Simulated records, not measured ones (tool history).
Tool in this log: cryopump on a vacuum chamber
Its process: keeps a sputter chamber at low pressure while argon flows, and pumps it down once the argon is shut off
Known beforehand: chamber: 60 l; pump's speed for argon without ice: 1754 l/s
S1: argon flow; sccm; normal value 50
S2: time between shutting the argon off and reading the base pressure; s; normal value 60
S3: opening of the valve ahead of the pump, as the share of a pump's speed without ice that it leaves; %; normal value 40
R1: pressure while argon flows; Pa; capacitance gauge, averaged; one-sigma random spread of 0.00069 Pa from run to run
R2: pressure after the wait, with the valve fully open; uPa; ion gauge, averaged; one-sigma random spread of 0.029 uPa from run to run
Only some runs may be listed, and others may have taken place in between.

run 1 day=0 | S1=50 S2=60 S3=40 | R1=0.1281 R2=1.67
run 2 day=0.654 | S1=50 S2=60 S3=40 | R1=0.1284 R2=1.66
run 3 day=1.321 | S1=50 S2=60 S3=40 | R1=0.1286 R2=1.7
run 4 day=2.071 | S1=50 S2=60 S3=40 | R1=0.1288 R2=1.68
run 5 day=2.412 | S1=50 S2=60 S3=40 | R1=0.129 R2=1.72
run 6 day=2.75 | S1=50 S2=60 S3=40 | R1=0.1292 R2=1.77
run 7 day=3.354 | S1=58 S2=60 S3=40 | R1=0.1488 R2=1.66
run 8 day=4.012 | S1=50 S2=60 S3=40 | R1=0.1302 R2=1.69
run 9 day=4.471 | S1=50 S2=60 S3=40 | R1=0.1298 R2=1.75
run 10 day=5.129 | S1=50 S2=60 S3=40 | R1=0.1305 R2=1.74
run 11 day=5.808 | S1=50 S2=60 S3=40 | R1=0.1304 R2=1.72
run 12 day=6.292 | S1=50 S2=95 S3=40 | R1=0.1305 R2=1.25
run 13 day=6.742 | S1=50 S2=95 S3=40 | R1=0.1314 R2=1.28
run 14 day=7.092 | S1=50 S2=95 S3=40 | R1=0.1322 R2=1.26
run 15 day=7.442 | S1=42 S2=37 S3=33 | R1=0.1323 R2=2.51
run 16 day=7.8 | S1=50 S2=60 S3=22 | R1=0.2304 R2=1.77
run 17 day=8.129 | S1=50 S2=25 S3=24 | R1=0.2122 R2=3.55
run 18 day=8.483 | S1=50 S2=188 S3=40 | R1=0.132 R2=0.91
run 19 day=9.188 | S1=82 S2=280 S3=18 | R1=0.455 R2=0.79
run 20 day=9.683 | S1=82 S2=280 S3=18 | R1=0.4584 R2=0.79
-- day=10.112 pump warmed up, emptied and cooled again
run 21 day=10.375 | S1=27 S2=31 S3=40 | R1=0.0651 R2=2.93
run 22 day=11.088 | S1=26 S2=112 S3=48 | R1=0.0525 R2=1.13

Here are 5 independent what-if runs from the current tool condition. What would each one return?
run A day=11.821 | S1=76 S2=37 S3=40 | R1=? R2=?
run B day=11.821 | S1=75 S2=24 S3=40 | R1=? R2=?
run C day=11.821 | S1=30 S2=227 S3=45 | R1=? R2=?
run D day=11.821 | S1=82 S2=57 S3=44 | R1=? R2=?
run E day=11.821 | S1=38 S2=93 S3=20 | R1=? R2=?

run=A R1=0.1864 R2=2.5
run=B R1=0.1825 R2=3.52
run=C R1=0.0647 R2=0.78
run=D R1=0.1828 R2=1.75
run=E R1=0.1842 R2=1.29
Take away the tool's hidden state, keep each run's random variation, and the runs would have read:
run=A R1=0.1844 R2=2.23
run=B R1=0.1806 R2=3.26
run=C R1=0.064 R2=0.51
run=D R1=0.1808 R2=1.49
run=E R1=0.1832 R2=1.03
